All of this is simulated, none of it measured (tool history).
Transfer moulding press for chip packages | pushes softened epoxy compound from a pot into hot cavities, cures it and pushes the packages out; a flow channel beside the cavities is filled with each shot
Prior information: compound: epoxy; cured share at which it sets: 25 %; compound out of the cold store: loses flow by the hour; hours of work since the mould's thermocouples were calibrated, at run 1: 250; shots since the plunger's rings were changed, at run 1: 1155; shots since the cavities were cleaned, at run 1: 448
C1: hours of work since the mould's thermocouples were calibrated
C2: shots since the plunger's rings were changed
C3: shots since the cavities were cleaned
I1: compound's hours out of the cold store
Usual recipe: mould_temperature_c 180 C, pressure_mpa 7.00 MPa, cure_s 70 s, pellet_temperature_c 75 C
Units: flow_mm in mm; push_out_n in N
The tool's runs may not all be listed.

{"run": 1, "day": 0.0, "mould_temperature_c": 180, "pressure_mpa": 7.0, "cure_s": 70, "pellet_temperature_c": 75, "C1": 250, "C2": 1155, "C3": 448, "I1": 47.7, "flow_mm": 660, "push_out_n": 412}
{"day": 0.275, "done": "cavities cleaned with cleaning compound and waxed"}
{"run": 2, "day": 1.717, "mould_temperature_c": 180, "pressure_mpa": 7.0, "cure_s": 70, "pellet_temperature_c": 75, "C1": 273, "C2": 1665, "C3": 444, "I1": 16.9, "flow_mm": 710, "push_out_n": 437}
{"day": 2.071, "done": "cavities cleaned with cleaning compound and waxed"}
{"day": 3.725, "done": "cavities cleaned with cleaning compound and waxed"}
{"run": 3, "day": 4.7, "mould_temperature_c": 180, "pressure_mpa": 5.57, "cure_s": 70, "pellet_temperature_c": 75, "C1": 312, "C2": 2544, "C3": 299, "I1": 47.3, "flow_mm": 580, "push_out_n": 396}
{"day": 5.492, "done": "cavities cleaned with cleaning compound and waxed"}
{"day": 7.092, "done": "cavities cleaned with cleaning compound and waxed"}
{"day": 7.646, "done": "plunger's sealing rings changed"}
{"run": 4, "day": 8.142, "mould_temperature_c": 185, "pressure_mpa": 5.57, "cure_s": 70, "pellet_temperature_c": 75, "C1": 356, "C2": 152, "C3": 290, "I1": 14.6, "flow_mm": 640, "push_out_n": 331}
{"day": 8.879, "done": "cavities cleaned with cleaning compound and waxed"}
{"day": 10.55, "done": "cavities cleaned with cleaning compound and waxed"}
{"run": 5, "day": 11.288, "mould_temperature_c": 185, "pressure_mpa": 5.57, "cure_s": 70, "pellet_temperature_c": 75, "C1": 397, "C2": 1083, "C3": 228, "I1": 35.0, "flow_mm": 598, "push_out_n": 316}
{"day": 12.375, "done": "cavities cleaned with cleaning compound and waxed"}
{"day": 13.979, "done": "cavities cleaned with cleaning compound and waxed"}
{"run": 6, "day": 13.979, "mould_temperature_c": 180, "pressure_mpa": 7.0, "cure_s": 70, "pellet_temperature_c": 75, "C1": 432, "C2": 1874, "C3": 0, "I1": 44.7, "flow_mm": 657, "push_out_n": 315}
{"day": 15.688, "done": "cavities cleaned with cleaning compound and waxed"}
{"run": 7, "day": 16.3, "mould_temperature_c": 180, "pressure_mpa": 7.0, "cure_s": 70, "pellet_temperature_c": 75, "C1": 463, "C2": 2568, "C3": 189, "I1": 18.9, "flow_mm": 699, "push_out_n": 372}
{"day": 17.3, "done": "cavities cleaned with cleaning compound and waxed"}
{"run": 8, "day": 18.588, "mould_temperature_c": 180, "pressure_mpa": 7.0, "cure_s": 70, "pellet_temperature_c": 75, "C1": 494, "C2": 3253, "C3": 396, "I1": 35.9, "flow_mm": 663, "push_out_n": 428}
{"day": 19.071, "done": "plunger's sealing rings changed"}
{"day": 19.133, "done": "cavities cleaned with cleaning compound and waxed"}
{"day": 20.729, "done": "cavities cleaned with cleaning compound and waxed"}
{"run": 9, "day": 21.625, "mould_temperature_c": 180, "pressure_mpa": 7.0, "cure_s": 70, "pellet_temperature_c": 75, "C1": 532, "C2": 749, "C3": 276, "I1": 20.0, "flow_mm": 721, "push_out_n": 408}
{"day": 22.008, "done": "mould's thermocouples calibrated"}
{"day": 22.55, "done": "cavities cleaned with cleaning compound and waxed"}
{"day": 24.304, "done": "cavities cleaned with cleaning compound and waxed"}
{"run": 10, "day": 24.708, "mould_temperature_c": 180, "pressure_mpa": 7.0, "cure_s": 70, "pellet_temperature_c": 75, "C1": 35, "C2": 1633, "C3": 124, "I1": 30.0, "flow_mm": 685, "push_out_n": 348}
{"day": 26.042, "done": "cavities cleaned with cleaning compound and waxed"}
{"run": 11, "day": 27.054, "mould_temperature_c": 180, "pressure_mpa": 7.0, "cure_s": 70, "pellet_temperature_c": 75, "C1": 66, "C2": 2337, "C3": 313, "I1": 23.2, "flow_mm": 695, "push_out_n": 441}
{"day": 27.75, "done": "cavities cleaned with cleaning compound and waxed"}
{"run": 12, "day": 29.188, "mould_temperature_c": 180, "pressure_mpa": 6.07, "cure_s": 70, "pellet_temperature_c": 75, "C1": 95, "C2": 2975, "C3": 443, "I1": 19.6, "flow_mm": 648, "push_out_n": 447}
{"day": 29.412, "done": "cavities cleaned with cleaning compound and waxed"}
{"day": 30.471, "done": "mould's thermocouples calibrated, once more"}
{"day": 30.575, "done": "plunger's sealing rings changed"}
{"day": 31.279, "done": "cavities cleaned with cleaning compound and waxed"}
{"run": 13, "day": 31.383, "mould_temperature_c": 180, "pressure_mpa": 6.83, "cure_s": 80, "pellet_temperature_c": 75, "C1": 10, "C2": 228, "C3": 31, "I1": 34.0, "flow_mm": 680, "push_out_n": 268}
{"day": 33.079, "done": "cavities cleaned with cleaning compound and waxed"}
{"run": 14, "day": 34.529, "mould_temperature_c": 174, "pressure_mpa": 7.0, "cure_s": 70, "pellet_temperature_c": 77, "C1": 52, "C2": 1178, "C3": 446, "I1": 9.2, "flow_mm": 752, "push_out_n": 636}
{"day": 34.871, "done": "cavities cleaned with cleaning compound and waxed"}
{"run": 15, "day": 36.217, "mould_temperature_c": 184, "pressure_mpa": 8.05, "cure_s": 70, "pellet_temperature_c": 68, "C1": 75, "C2": 1679, "C3": 415, "I1": 18.3, "flow_mm": 746, "push_out_n": 345}
{"day": 36.575, "done": "cavities cleaned with cleaning compound and waxed"}
{"day": 38.271, "done": "cavities cleaned with cleaning compound and waxed"}
{"run": 16, "day": 39.683, "mould_temperature_c": 184, "pressure_mpa": 8.05, "cure_s": 70, "pellet_temperature_c": 68, "C1": 120, "C2": 2708, "C3": 436, "I1": 12.3, "flow_mm": 759, "push_out_n": 358}
{"day": 39.962, "done": "cavities cleaned with cleaning compound and waxed"}
{"day": 41.662, "done": "cavities cleaned with cleaning compound and waxed"}
{"day": 41.971, "done": "plunger's sealing rings changed"}
{"run": 17, "day": 42.912, "mould_temperature_c": 184, "pressure_mpa": 8.05, "cure_s": 70, "pellet_temperature_c": 68, "C1": 161, "C2": 291, "C3": 353, "I1": 17.7, "flow_mm": 768, "push_out_n": 356}
{"day": 43.462, "done": "cavities cleaned with cleaning compound and waxed"}
{"day": 45.333, "done": "cavities cleaned with cleaning compound and waxed"}
{"run": 18, "day": 46.046, "mould_temperature_c": 185, "pressure_mpa": 6.95, "cure_s": 70, "pellet_temperature_c": 75, "C1": 202, "C2": 1217, "C3": 220, "I1": 43.1, "flow_mm": 647, "push_out_n": 313}
{"day": 46.996, "done": "cavities cleaned with cleaning compound and waxed"}
{"day": 48.662, "done": "cavities cleaned with cleaning compound and waxed"}
{"run": 19, "day": 48.708, "mould_temperature_c": 180, "pressure_mpa": 7.0, "cure_s": 70, "pellet_temperature_c": 70, "C1": 237, "C2": 1998, "C3": 14, "I1": 30.5, "flow_mm": 684, "push_out_n": 328}
{"run": 20, "day": 50.088, "mould_temperature_c": 180, "pressure_mpa": 7.0, "cure_s": 70, "pellet_temperature_c": 70, "C1": 256, "C2": 2423, "C3": 439, "I1": 47.2, "flow_mm": 647, "push_out_n": 397}
{"day": 50.362, "done": "cavities cleaned with cleaning compound and waxed"}
{"day": 51.983, "done": "cavities cleaned with cleaning compound and waxed"}
{"run": 21, "day": 51.983, "mould_temperature_c": 180, "pressure_mpa": 7.0, "cure_s": 70, "pellet_temperature_c": 70, "C1": 280, "C2": 2968, "C3": 0, "I1": 15.6, "flow_mm": 699, "push_out_n": 333}
{"day": 53.379, "done": "plunger's sealing rings changed"}
{"day": 53.7, "done": "cavities cleaned with cleaning compound and waxed"}
{"run": 22, "day": 55.146, "mould_temperature_c": 180, "pressure_mpa": 7.0, "cure_s": 92, "pellet_temperature_c": 70, "C1": 321, "C2": 525, "C3": 446, "I1": 46.2, "flow_mm": 660, "push_out_n": 317}
{"day": 55.471, "done": "cavities cleaned with cleaning compound and waxed"}
{"day": 57.2, "done": "cavities cleaned with cleaning compound and waxed"}
{"run": 23, "day": 58.15, "mould_temperature_c": 180, "pressure_mpa": 7.0, "cure_s": 92, "pellet_temperature_c": 70, "C1": 361, "C2": 1411, "C3": 293, "I1": 39.4, "flow_mm": 668, "push_out_n": 320}
{"day": 59.042, "done": "cavities cleaned with cleaning compound and waxed"}
{"day": 60.717, "done": "cavities cleaned with cleaning compound and waxed"}
{"run": 24, "day": 61.225, "mould_temperature_c": 180, "pressure_mpa": 7.0, "cure_s": 92, "pellet_temperature_c": 70, "C1": 401, "C2": 2319, "C3": 157, "I1": 18.8, "flow_mm": 709, "push_out_n": 298}

What if the next run were any one of these 4? Each begins from the tool's condition after run 24:
{"day": 62.392, "done": "cavities cleaned with cleaning compound and waxed"}
{"run": "A", "day": 62.821, "mould_temperature_c": 180, "pressure_mpa": 7.0, "cure_s": 83, "pellet_temperature_c": 70, "C1": 422, "C2": 2791, "C3": 132, "I1": 11.9, "flow_mm": "?", "push_out_n": "?"}
{"day": 62.392, "done": "cavities cleaned with cleaning compound and waxed"}
{"run": "B", "day": 62.821, "mould_temperature_c": 182, "pressure_mpa": 7.0, "cure_s": 92, "pellet_temperature_c": 70, "C1": 422, "C2": 2791, "C3": 132, "I1": 16.0, "flow_mm": "?", "push_out_n": "?"}
{"day": 62.392, "done": "cavities cleaned with cleaning compound and waxed"}
{"run": "C", "day": 62.821, "mould_temperature_c": 180, "pressure_mpa": 7.0, "cure_s": 92, "pellet_temperature_c": 69, "C1": 422, "C2": 2791, "C3": 132, "I1": 46.1, "flow_mm": "?", "push_out_n": "?"}
{"day": 62.392, "done": "cavities cleaned with cleaning compound and waxed"}
{"run": "D", "day": 62.821, "mould_temperature_c": 185, "pressure_mpa": 7.0, "cure_s": 70, "pellet_temperature_c": 70, "C1": 422, "C2": 2791, "C3": 132, "I1": 23.9, "flow_mm": "?", "push_out_n": "?"}

run=A flow_mm=721 push_out_n=314
run=B flow_mm=710 push_out_n=271
run=C flow_mm=652 push_out_n=276
run=D flow_mm=682 push_out_n=291
The same runs, with their run-to-run variation unchanged, on a tool lacking any hidden condition would have given:
run=A flow_mm=739 push_out_n=281
run=B flow_mm=728 push_out_n=244
run=C flow_mm=669 push_out_n=248
run=D flow_mm=699 push_out_n=261

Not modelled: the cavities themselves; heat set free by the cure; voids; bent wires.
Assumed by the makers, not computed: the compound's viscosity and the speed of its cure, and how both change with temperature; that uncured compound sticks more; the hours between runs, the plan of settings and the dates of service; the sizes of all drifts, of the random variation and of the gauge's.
